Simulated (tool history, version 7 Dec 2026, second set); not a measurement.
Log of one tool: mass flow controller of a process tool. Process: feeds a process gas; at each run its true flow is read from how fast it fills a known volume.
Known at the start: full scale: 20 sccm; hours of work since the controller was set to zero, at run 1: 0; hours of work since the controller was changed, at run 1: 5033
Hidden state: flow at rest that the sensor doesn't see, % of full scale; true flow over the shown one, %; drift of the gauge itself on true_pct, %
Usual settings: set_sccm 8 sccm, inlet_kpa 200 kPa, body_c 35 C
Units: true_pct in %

run	hour	set_sccm	inlet_kpa	body_c	hours of work since the controller was set to zero	hours of work since the controller was changed	true_pct
1	0	8	200	35	0	5033	100.38
2	338.4	8	200	35	210	5242	100.28
3	594.8	8	200	35	369	5401	100.46
4	1042.9	8	200	35	646	5679	100.53
5	1335.8	8	200	35	828	5860	100.5
6	1775.1	8	200	35	1100	6132	100.58
7	2105.1	8	200	35	1304	6337	100.63
8	2438.6	8	200	35	1511	6544	100.69
9	2716.2	8	200	35	1683	6716	100.65
10	2945.4	8	200	35	1825	6858	100.73
11	3354.6	8	200	35	2079	7111	100.69
12	3789.9	8	200	35	2348	7381	100.89
13	4239.7	8	200	35	2627	7660	100.79
14	4483.4	8	200	35	2778	7811	100.89
15	4690.2	8	200	35	2906	7939	100.86
16	4890.6	15	200	35	3030	8063	101.58
17	5360.6	15	200	32	3322	8354	101.81
18	5600.5	15	200	32	3470	8503	102
19	5800.5	8	200	35	3594	8627	101.04
20	6216.2	8	145	38	3852	8884	100.6
21	6414	8	145	38	3974	9007	100.71
22	6643.4	2	161	30	4116	9149	98.68
23	7046.1	8	152	35	4366	9398	100.99
24	7439.5	4	222	24	4610	9642	101.03
25	7656	5	146	21	4744	9776	101.53
# hour 7700.1: controller's zero set anew
26	8098.3	5	146	21	247	10050	102.96
27	8553.8	19	146	30	529	10332	103.12
28	8838.4	9	146	20	705	10509	103.22
29	9256.9	9	146	20	965	10768	103.35
30	9663.5	9	146	20	1217	11020	103.4
31	10050.1	9	146	20	1456	11259	103.41
32	10410	8	162	22	1679	11483	103.28
33	10747.3	10	162	35	1888	11691	102.64
34	11194.9	6	200	25	2165	11969	103.08
35	11495.5	9	184	26	2352	12155	103.24
36	11866.6	10	212	24	2582	12385	103.58
37	12220	10	212	24	2801	12604	103.81

Forecast each of these 5 alternatives for the next run:
A	12482	7	249	39	2963	12766	?
B	12482	4	189	34	2963	12766	?
C	12482	6	157	24	2963	12766	?
D	12482	8	160	35	2963	12766	?
E	12482	13	176	27	2963	12766	?

run	true_pct
A	102.32
B	101.75
C	102.95
D	102.39
E	103.68
Without the tool's hidden state the same runs would have given:
run	true_pct
A	98.39
B	98.36
C	99.13
D	98.36
E	99.4

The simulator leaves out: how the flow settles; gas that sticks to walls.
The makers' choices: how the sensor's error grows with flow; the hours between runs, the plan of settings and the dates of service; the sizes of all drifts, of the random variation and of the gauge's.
